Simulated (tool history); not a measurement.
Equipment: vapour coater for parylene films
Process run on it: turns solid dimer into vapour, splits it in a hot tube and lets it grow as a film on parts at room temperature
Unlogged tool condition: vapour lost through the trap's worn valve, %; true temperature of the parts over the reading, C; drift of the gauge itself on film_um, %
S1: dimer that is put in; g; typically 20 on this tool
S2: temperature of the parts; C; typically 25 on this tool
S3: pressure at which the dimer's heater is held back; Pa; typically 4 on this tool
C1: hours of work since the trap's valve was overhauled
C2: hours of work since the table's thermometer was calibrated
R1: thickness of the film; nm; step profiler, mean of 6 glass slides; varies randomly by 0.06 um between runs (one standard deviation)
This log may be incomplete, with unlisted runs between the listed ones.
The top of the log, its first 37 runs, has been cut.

run   hour  S1  S2    S3   C1   C2    R1
 38    430  24  27  5.53  206  513  6280
 39    446  24  27  5.53  216  524  6140
 40  456.5  24  27  5.53  223  530  6170
 41  470.8  24  27  5.53  233  540  6090
     479.2  -- trap's valve overhauled
 42  488.3  24  26  8.83    6  549  6630
 43    500  26  25  8.87   14  557  7350
 44  510.4  26  25  8.87   21  564  7340
 45  519.8  26  31  6.48   27  570  6240
 46  533.6  21  27  7.03   36  579  5860
 47  547.8  21  27  7.03   46  588  5670
 48    563  11  19  2.48   56  598  4720

Alternative continuations, all from the tool just after run 48; predict every row:
  A  579.1  12  25     4  66  609   ?
  B  579.1  19  17  2.86  66  609   ?
  C  579.1  25  25     4  66  609   ?

run    R1
  A  4040
  B  8110
  C  8190
Without the tool's unlogged condition, the same runs would have read:
run    R1
  A  4310
  B  8470
  C  8740
